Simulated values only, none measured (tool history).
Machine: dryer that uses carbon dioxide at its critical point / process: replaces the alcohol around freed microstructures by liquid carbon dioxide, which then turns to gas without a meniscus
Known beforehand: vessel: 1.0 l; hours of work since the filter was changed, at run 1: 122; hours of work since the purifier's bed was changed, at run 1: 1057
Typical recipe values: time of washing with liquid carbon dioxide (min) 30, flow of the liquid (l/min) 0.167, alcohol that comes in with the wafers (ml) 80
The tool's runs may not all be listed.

run,hour,time of washing with liquid carbon dioxide (min),flow of the liquid (l/min),alcohol that comes in with the wafers (ml),hours of work since the filter was changed,hours of work since the purifier's bed was changed,alcohol left in the vessel before it's heated (ppm by volume)
1,0.0,30,0.167,80,122,1057,2759
2,22.1,30,0.167,80,139,1074,2886
3,39.6,30,0.167,80,152,1087,3014
4,74.3,30,0.105,80,179,1113,10107
5,108.9,30,0.167,80,205,1140,3365
6,128.5,30,0.167,80,220,1155,3416
7,151.2,24,0.167,80,237,1172,6321
8,185.5,24,0.167,80,263,1198,6754
9,212.5,24,0.167,80,283,1218,6930
# hour 234.6: inlet filter changed
10,256.1,24,0.167,80,16,1250,4729
# hour 262.3: purifier's bed changed
11,289.6,30,0.167,80,39,21,2322
12,320.3,30,0.167,80,63,44,2416
13,349.2,30,0.167,80,85,66,2490
14,373.2,30,0.167,53,103,84,1774
15,397.8,30,0.167,38,121,103,1236
16,436.8,37,0.167,38,151,132,643
17,463.5,37,0.167,38,171,152,648
18,493.4,30,0.167,80,194,175,3080
19,526.9,30,0.167,80,219,200,3205
20,570.7,30,0.167,23,252,234,1001
21,607.9,30,0.167,73,281,262,3244
# hour 636.6: inlet filter changed
22,643.6,30,0.167,73,5,288,2015
23,686.9,20,0.112,59,38,321,11926
24,716.6,27,0.167,80,61,344,3341
25,752.1,26,0.165,34,88,370,1859
26,770.4,26,0.125,34,101,384,3659
27,798.1,28,0.214,28,122,405,558
28,823.4,30,0.167,40,142,424,1452
29,853.5,30,0.167,40,164,447,1469
30,888.5,25,0.167,40,191,474,2624
31,925.5,32,0.188,52,219,502,1142
32,953.7,32,0.103,118,240,523,13919
33,987.0,30,0.105,28,266,548,3860
34,1022.1,20,0.167,98,292,575,12166
# hour 1032.7: inlet filter changed
35,1054.2,40,0.103,99,16,599,4947
36,1075.7,32,0.234,93,33,615,548
37,1099.8,22,0.140,24,51,633,2761
38,1130.3,41,0.196,43,74,656,250
39,1159.0,41,0.196,43,96,678,250
40,1186.7,41,0.196,43,117,699,283
41,1215.2,30,0.196,63,138,721,1317
42,1251.8,20,0.215,63,166,748,3799
43,1292.3,20,0.108,39,197,779,9247
44,1334.2,20,0.108,39,229,811,9427

Branching from run 44: 5 alternative next runs. What would each branch give?
A,1358.5,30,0.102,54,247,829,?
B,1358.5,20,0.108,29,247,829,?
C,1358.5,42,0.277,80,247,829,?
D,1358.5,43,0.119,49,247,829,?
E,1358.5,20,0.100,53,247,829,?

run,alcohol left in the vessel before it's heated (ppm by volume)
A,7428
B,7115
C,168
D,1896
E,14502
Had the tool no hidden state, the same runs would have come out as:
run,alcohol left in the vessel before it's heated (ppm by volume)
A,5573
B,5782
C,28
D,1137
E,12038
